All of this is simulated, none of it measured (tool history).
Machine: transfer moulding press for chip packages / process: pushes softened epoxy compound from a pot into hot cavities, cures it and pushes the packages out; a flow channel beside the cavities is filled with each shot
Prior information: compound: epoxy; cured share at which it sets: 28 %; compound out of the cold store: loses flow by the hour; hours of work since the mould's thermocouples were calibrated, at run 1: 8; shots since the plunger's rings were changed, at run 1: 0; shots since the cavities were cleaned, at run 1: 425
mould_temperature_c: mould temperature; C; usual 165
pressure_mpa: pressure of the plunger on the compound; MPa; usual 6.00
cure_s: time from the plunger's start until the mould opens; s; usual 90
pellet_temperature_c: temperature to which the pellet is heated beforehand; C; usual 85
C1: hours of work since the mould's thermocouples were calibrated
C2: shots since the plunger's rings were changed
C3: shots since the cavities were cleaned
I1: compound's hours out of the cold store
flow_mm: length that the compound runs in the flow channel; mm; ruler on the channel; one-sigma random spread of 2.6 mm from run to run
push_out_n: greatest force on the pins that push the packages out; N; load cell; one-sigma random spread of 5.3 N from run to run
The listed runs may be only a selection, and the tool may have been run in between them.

{"run": 1, "hour": 0.0, "mould_temperature_c": 165, "pressure_mpa": 6.0, "cure_s": 90, "pellet_temperature_c": 85, "C1": 8, "C2": 0, "C3": 425, "I1": 29.7, "flow_mm": 667, "push_out_n": 254}
{"hour": 44.7, "done": "cavities cleaned with cleaning compound and waxed"}
{"run": 2, "hour": 44.7, "mould_temperature_c": 165, "pressure_mpa": 4.99, "cure_s": 90, "pellet_temperature_c": 85, "C1": 41, "C2": 658, "C3": 0, "I1": 40.7, "flow_mm": 573, "push_out_n": 174}
{"run": 3, "hour": 82.7, "mould_temperature_c": 165, "pressure_mpa": 5.28, "cure_s": 90, "pellet_temperature_c": 85, "C1": 70, "C2": 1237, "C3": 579, "I1": 42.1, "flow_mm": 588, "push_out_n": 288}
{"hour": 117.3, "done": "cavities cleaned with cleaning compound and waxed"}
{"run": 4, "hour": 122.5, "mould_temperature_c": 165, "pressure_mpa": 6.0, "cure_s": 90, "pellet_temperature_c": 79, "C1": 100, "C2": 1821, "C3": 79, "I1": 31.8, "flow_mm": 654, "push_out_n": 197}
{"run": 5, "hour": 159.7, "mould_temperature_c": 165, "pressure_mpa": 4.95, "cure_s": 90, "pellet_temperature_c": 79, "C1": 128, "C2": 2388, "C3": 646, "I1": 42.2, "flow_mm": 559, "push_out_n": 291}
{"run": 6, "hour": 184.4, "mould_temperature_c": 165, "pressure_mpa": 4.95, "cure_s": 90, "pellet_temperature_c": 79, "C1": 147, "C2": 2764, "C3": 1022, "I1": 35.3, "flow_mm": 579, "push_out_n": 318}
{"hour": 192.8, "done": "cavities cleaned with cleaning compound and waxed"}
{"run": 7, "hour": 232.0, "mould_temperature_c": 165, "pressure_mpa": 6.0, "cure_s": 90, "pellet_temperature_c": 91, "C1": 183, "C2": 3466, "C3": 596, "I1": 15.2, "flow_mm": 694, "push_out_n": 270}
{"run": 8, "hour": 252.6, "mould_temperature_c": 165, "pressure_mpa": 6.0, "cure_s": 90, "pellet_temperature_c": 85, "C1": 199, "C2": 3781, "C3": 911, "I1": 27.0, "flow_mm": 646, "push_out_n": 299}
{"hour": 267.6, "done": "cavities cleaned with cleaning compound and waxed"}
{"run": 9, "hour": 281.7, "mould_temperature_c": 165, "pressure_mpa": 6.0, "cure_s": 90, "pellet_temperature_c": 85, "C1": 220, "C2": 4201, "C3": 215, "I1": 39.2, "flow_mm": 612, "push_out_n": 223}
{"run": 10, "hour": 318.9, "mould_temperature_c": 165, "pressure_mpa": 6.0, "cure_s": 112, "pellet_temperature_c": 85, "C1": 248, "C2": 4768, "C3": 782, "I1": 24.4, "flow_mm": 654, "push_out_n": 254}
{"hour": 340.5, "done": "cavities cleaned with cleaning compound and waxed"}
{"hour": 371.1, "done": "plunger's sealing rings changed"}
{"run": 11, "hour": 371.1, "mould_temperature_c": 164, "pressure_mpa": 6.0, "cure_s": 90, "pellet_temperature_c": 85, "C1": 285, "C2": 0, "C3": 428, "I1": 15.1, "flow_mm": 724, "push_out_n": 261}
{"run": 12, "hour": 399.1, "mould_temperature_c": 165, "pressure_mpa": 6.61, "cure_s": 90, "pellet_temperature_c": 85, "C1": 307, "C2": 427, "C3": 855, "I1": 45.6, "flow_mm": 640, "push_out_n": 293}
{"hour": 418.8, "done": "cavities cleaned with cleaning compound and waxed"}
{"run": 13, "hour": 427.8, "mould_temperature_c": 165, "pressure_mpa": 6.0, "cure_s": 90, "pellet_temperature_c": 85, "C1": 328, "C2": 842, "C3": 138, "I1": 11.4, "flow_mm": 726, "push_out_n": 206}
{"run": 14, "hour": 452.6, "mould_temperature_c": 165, "pressure_mpa": 6.0, "cure_s": 90, "pellet_temperature_c": 85, "C1": 347, "C2": 1219, "C3": 515, "I1": 28.7, "flow_mm": 661, "push_out_n": 270}
{"hour": 493.8, "done": "cavities cleaned with cleaning compound and waxed"}
{"run": 15, "hour": 497.0, "mould_temperature_c": 165, "pressure_mpa": 6.0, "cure_s": 90, "pellet_temperature_c": 85, "C1": 380, "C2": 1872, "C3": 47, "I1": 30.3, "flow_mm": 656, "push_out_n": 184}
{"run": 16, "hour": 540.2, "mould_temperature_c": 165, "pressure_mpa": 6.0, "cure_s": 90, "pellet_temperature_c": 85, "C1": 413, "C2": 2531, "C3": 706, "I1": 25.9, "flow_mm": 659, "push_out_n": 298}
{"hour": 555.4, "done": "mould's thermocouples calibrated"}
{"hour": 569.9, "done": "cavities cleaned with cleaning compound and waxed"}
{"run": 17, "hour": 586.4, "mould_temperature_c": 164, "pressure_mpa": 6.39, "cure_s": 88, "pellet_temperature_c": 89, "C1": 23, "C2": 3182, "C3": 253, "I1": 18.2, "flow_mm": 713, "push_out_n": 254}
{"run": 18, "hour": 607.4, "mould_temperature_c": 164, "pressure_mpa": 4.66, "cure_s": 96, "pellet_temperature_c": 95, "C1": 39, "C2": 3501, "C3": 572, "I1": 14.3, "flow_mm": 620, "push_out_n": 263}
{"hour": 644.0, "done": "cavities cleaned with cleaning compound and waxed"}
{"run": 19, "hour": 650.8, "mould_temperature_c": 158, "pressure_mpa": 5.73, "cure_s": 73, "pellet_temperature_c": 85, "C1": 71, "C2": 4140, "C3": 103, "I1": 12.4, "flow_mm": 697, "push_out_n": 502}
{"run": 20, "hour": 674.0, "mould_temperature_c": 157, "pressure_mpa": 6.47, "cure_s": 90, "pellet_temperature_c": 85, "C1": 89, "C2": 4493, "C3": 456, "I1": 21.3, "flow_mm": 706, "push_out_n": 434}
{"run": 21, "hour": 711.2, "mould_temperature_c": 167, "pressure_mpa": 5.63, "cure_s": 90, "pellet_temperature_c": 85, "C1": 117, "C2": 5059, "C3": 1022, "I1": 41.1, "flow_mm": 580, "push_out_n": 286}
{"hour": 720.0, "done": "cavities cleaned with cleaning compound and waxed"}
{"hour": 742.4, "done": "plunger's sealing rings changed"}
{"run": 22, "hour": 751.8, "mould_temperature_c": 168, "pressure_mpa": 6.36, "cure_s": 129, "pellet_temperature_c": 92, "C1": 146, "C2": 143, "C3": 445, "I1": 29.0, "flow_mm": 685, "push_out_n": 216}
{"run": 23, "hour": 779.3, "mould_temperature_c": 168, "pressure_mpa": 5.25, "cure_s": 87, "pellet_temperature_c": 92, "C1": 167, "C2": 563, "C3": 865, "I1": 10.2, "flow_mm": 677, "push_out_n": 288}
{"hour": 795.1, "done": "cavities cleaned with cleaning compound and waxed"}
{"run": 24, "hour": 802.0, "mould_temperature_c": 168, "pressure_mpa": 5.25, "cure_s": 87, "pellet_temperature_c": 92, "C1": 183, "C2": 886, "C3": 105, "I1": 35.2, "flow_mm": 595, "push_out_n": 193}
{"run": 25, "hour": 825.3, "mould_temperature_c": 168, "pressure_mpa": 5.25, "cure_s": 87, "pellet_temperature_c": 92, "C1": 201, "C2": 1240, "C3": 459, "I1": 40.0, "flow_mm": 586, "push_out_n": 239}
{"run": 26, "hour": 856.2, "mould_temperature_c": 165, "pressure_mpa": 6.76, "cure_s": 85, "pellet_temperature_c": 89, "C1": 225, "C2": 1711, "C3": 930, "I1": 34.6, "flow_mm": 678, "push_out_n": 332}
{"hour": 868.1, "done": "cavities cleaned with cleaning compound and waxed"}
{"run": 27, "hour": 904.8, "mould_temperature_c": 165, "pressure_mpa": 6.89, "cure_s": 95, "pellet_temperature_c": 82, "C1": 261, "C2": 2429, "C3": 559, "I1": 37.9, "flow_mm": 671, "push_out_n": 258}
{"run": 28, "hour": 934.0, "mould_temperature_c": 165, "pressure_mpa": 6.89, "cure_s": 123, "pellet_temperature_c": 82, "C1": 283, "C2": 2874, "C3": 1004, "I1": 39.1, "flow_mm": 662, "push_out_n": 265}

Here are 3 independent what-if runs from the current tool condition. What would each one return?
{"hour": 942.5, "done": "cavities cleaned with cleaning compound and waxed"}
{"run": "A", "hour": 957.1, "mould_temperature_c": 162, "pressure_mpa": 4.89, "cure_s": 123, "pellet_temperature_c": 82, "C1": 300, "C2": 3204, "C3": 223, "I1": 19.8, "flow_mm": "?", "push_out_n": "?"}
{"hour": 942.5, "done": "cavities cleaned with cleaning compound and waxed"}
{"run": "B", "hour": 957.1, "mould_temperature_c": 165, "pressure_mpa": 6.89, "cure_s": 123, "pellet_temperature_c": 82, "C1": 300, "C2": 3204, "C3": 223, "I1": 11.7, "flow_mm": "?", "push_out_n": "?"}
{"hour": 942.5, "done": "cavities cleaned with cleaning compound and waxed"}
{"run": "C", "hour": 957.1, "mould_temperature_c": 164, "pressure_mpa": 6.0, "cure_s": 90, "pellet_temperature_c": 85, "C1": 300, "C2": 3204, "C3": 223, "I1": 19.4, "flow_mm": "?", "push_out_n": "?"}

run=A flow_mm=615 push_out_n=201
run=B flow_mm=762 push_out_n=201
run=C flow_mm=682 push_out_n=236
With the hidden condition removed and each run's random variation left untouched, the same runs would have given:
run=A flow_mm=637 push_out_n=158
run=B flow_mm=790 push_out_n=157
run=C flow_mm=706 push_out_n=184
